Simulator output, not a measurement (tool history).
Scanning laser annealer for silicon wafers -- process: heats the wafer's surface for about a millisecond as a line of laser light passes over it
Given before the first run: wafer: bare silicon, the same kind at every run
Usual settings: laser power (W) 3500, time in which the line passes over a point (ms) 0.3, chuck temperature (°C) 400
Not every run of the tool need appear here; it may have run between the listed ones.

| run | hour | laser power (W) | time in which the line passes over a point (ms) | chuck temperature (°C) | highest temperature of the surface (°C) |
|---|---|---|---|---|---|
| 1 | 0 | 3500 | 0.3 | 400 | 1212 |
| 2 | 42.1 | 3500 | 0.3 | 400 | 1213 |
| 3 | 86.4 | 3500 | 0.3 | 400 | 1210 |
| 4 | 115.6 | 3829 | 0.3 | 400 | 1274 |
|  | 134.9 | optics aligned, line set to its width |
| 5 | 150.8 | 3500 | 0.3 | 400 | 1200 |
| 6 | 201.9 | 3500 | 0.3 | 400 | 1199 |
| 7 | 247.5 | 3500 | 0.3 | 400 | 1198 |
| 8 | 282.1 | 3500 | 0.3 | 400 | 1194 |
| 9 | 328.7 | 3500 | 0.3 | 400 | 1192 |
|  | 335.2 | window over the wafer cleaned |
|  | 342.9 | optics aligned, line set to its width, once more |
| 10 | 369 | 3500 | 0.3 | 413 | 1258 |
| 11 | 395.2 | 3500 | 0.3 | 413 | 1260 |
| 12 | 426.7 | 3500 | 0.3 | 413 | 1256 |
| 13 | 454.7 | 3500 | 0.3 | 413 | 1256 |
| 14 | 507.2 | 3500 | 0.3 | 413 | 1249 |
| 15 | 533.2 | 3500 | 0.3 | 413 | 1248 |
| 16 | 562.5 | 3500 | 0.3 | 400 | 1237 |
| 17 | 585.3 | 3500 | 0.3 | 400 | 1232 |
| 18 | 623.9 | 3500 | 0.3 | 400 | 1234 |
| 19 | 645.5 | 3013 | 0.3 | 400 | 1119 |
| 20 | 675.2 | 3500 | 0.3 | 400 | 1229 |
| 21 | 701.1 | 3500 | 0.3 | 400 | 1226 |
| 22 | 724.9 | 3500 | 0.3 | 400 | 1223 |
| 23 | 748.5 | 3500 | 0.3 | 400 | 1220 |
| 24 | 798.7 | 3500 | 0.247 | 400 | 1134 |
| 25 | 839.3 | 3461 | 0.353 | 366 | 1251 |
| 26 | 875.1 | 3461 | 0.353 | 366 | 1250 |
| 27 | 922.1 | 3671 | 0.266 | 378 | 1173 |
| 28 | 954.1 | 3671 | 0.266 | 378 | 1164 |
| 29 | 1004.2 | 3421 | 0.31 | 367 | 1173 |
| 30 | 1057.8 | 3421 | 0.31 | 367 | 1168 |
| 31 | 1097.5 | 3460 | 0.263 | 400 | 1136 |
|  | 1106.5 | window over the wafer cleaned |
| 32 | 1127 | 3671 | 0.3 | 400 | 1285 |
| 33 | 1148.6 | 3731 | 0.264 | 400 | 1231 |
| 34 | 1187.8 | 3731 | 0.264 | 400 | 1229 |
| 35 | 1212.9 | 3151 | 0.341 | 365 | 1182 |
| 36 | 1246.1 | 3545 | 0.351 | 434 | 1361 |
| 37 | 1276.9 | 3045 | 0.351 | 370 | 1175 |
| 38 | 1311.1 | 3670 | 0.3 | 435 | 1305 |
| 39 | 1344.2 | 3095 | 0.26 | 394 | 1081 |
| 40 | 1383 | 3077 | 0.3 | 420 | 1155 |
| 41 | 1428.2 | 3077 | 0.3 | 420 | 1156 |
| 42 | 1457.8 | 3417 | 0.325 | 425 | 1269 |

Below, some changes in highest temperature of the surface (°C) between adjacent runs. For each, the amount present without the hidden state too (settings, incoming material, random variation) and the amount remaining for the hidden state with gauge scatter not shared by both compared results:
Hidden state at play: light that passes the window, % of a clean one's; laser's true power over the reading, %; width of the line over the set one, %; drift of the gauge itself on peak_c, C.
Run 9 -> 10: chuck temperature (°C) 400 -> 413, window over the wafer cleaned, optics aligned, line set to its width, once more. highest temperature of the surface (°C) +66: hidden state +55, all else +11.
Run 24 -> 25: laser power (W) 3500 -> 3461, time in which the line passes over a point (ms) 0.247 -> 0.353, chuck temperature (°C) 400 -> 366. highest temperature of the surface (°C) +117: hidden state -8, all else +125.
Run 31 -> 32: laser power (W) 3460 -> 3671, time in which the line passes over a point (ms) 0.263 -> 0.3, window over the wafer cleaned. highest temperature of the surface (°C) +149: hidden state +39, all else +110.
Run 35 -> 36: laser power (W) 3151 -> 3545, time in which the line passes over a point (ms) 0.341 -> 0.351, chuck temperature (°C) 365 -> 434. highest temperature of the surface (°C) +179: hidden state -3, all else +182.
Run 36 -> 37: laser power (W) 3545 -> 3045, chuck temperature (°C) 434 -> 370. highest temperature of the surface (°C) -186: hidden state +0, all else -186.
Run 38 -> 39: laser power (W) 3670 -> 3095, time in which the line passes over a point (ms) 0.3 -> 0.26, chuck temperature (°C) 435 -> 394. highest temperature of the surface (°C) -224: hidden state +1, all else -225.
